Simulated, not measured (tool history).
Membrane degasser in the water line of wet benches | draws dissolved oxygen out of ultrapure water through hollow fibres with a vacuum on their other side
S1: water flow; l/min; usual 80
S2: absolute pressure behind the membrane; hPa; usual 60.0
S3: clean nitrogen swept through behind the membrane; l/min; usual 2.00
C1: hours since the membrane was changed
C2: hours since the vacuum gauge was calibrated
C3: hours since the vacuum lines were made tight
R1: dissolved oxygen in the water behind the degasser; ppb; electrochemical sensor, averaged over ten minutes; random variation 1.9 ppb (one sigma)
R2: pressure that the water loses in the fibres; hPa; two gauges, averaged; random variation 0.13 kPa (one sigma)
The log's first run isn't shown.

run     day   S1     S2    S3    C1    C2    C3      R1     R2
  2   1.538   80   38.3  2.00  2369  5345  1352    55.0  312.2
  3   4.071   80   60.0  2.00  2430  5406  1412   222.4  310.8
  4   6.167   80   60.0  2.00  2480  5457  1463   218.4  310.4
  5   8.388   80   60.0  2.00  2533  5510  1516   225.2  310.8
  6   9.900   80   60.0  2.00  2570  5546  1552   222.0  308.8
  7  11.804   80   60.0  2.00  2615  5592  1598   224.4  309.6
  8  13.667   80   60.0  2.00  2660  5637  1643   223.9  308.1
  9  15.221   80   60.0  1.13  2697  5674  1680   339.0  308.4
 10  16.871   56   60.0  1.13  2737  5713  1720   258.7  216.1
 11  18.658   56   60.0  1.13  2780  5756  1763   257.0  211.9
 12  21.192   68   60.0  1.13  2841  5817  1823   304.2  261.4
 13  22.379   68   60.0  1.13  2869  5846  1852   301.6  263.7
 14  24.179   80   85.6  2.00  2912  5889  1895   415.3  305.7
 15  26.558   80   85.6  2.00  2969  5946  1952   416.0  303.3
 16  29.125   80   85.6  2.00  3031  6008  2014   419.5  303.9
 17  31.262   81  128.6  2.00  3082  6059  2065   718.0  306.0
 18  32.812  114   88.0  1.03  3119  6096  2102   875.1  430.4
     33.008  -- gauge calibrated
 19  34.312   80   60.0  1.82  3155  6132  2138   244.7  311.2
 20  36.754  111  133.1  1.37  3214  6191  2197  1236.6  431.7

The next listed run, before its measurement:
 21  38.900  111  133.1  1.37  3266  6242  2248   ?   ?

R1: 1237.9 ppb
R2: 432.3 hPa
Without the tool's hidden state the same run would have given R1 1237.5 ppb, R2 434.6 hPa.

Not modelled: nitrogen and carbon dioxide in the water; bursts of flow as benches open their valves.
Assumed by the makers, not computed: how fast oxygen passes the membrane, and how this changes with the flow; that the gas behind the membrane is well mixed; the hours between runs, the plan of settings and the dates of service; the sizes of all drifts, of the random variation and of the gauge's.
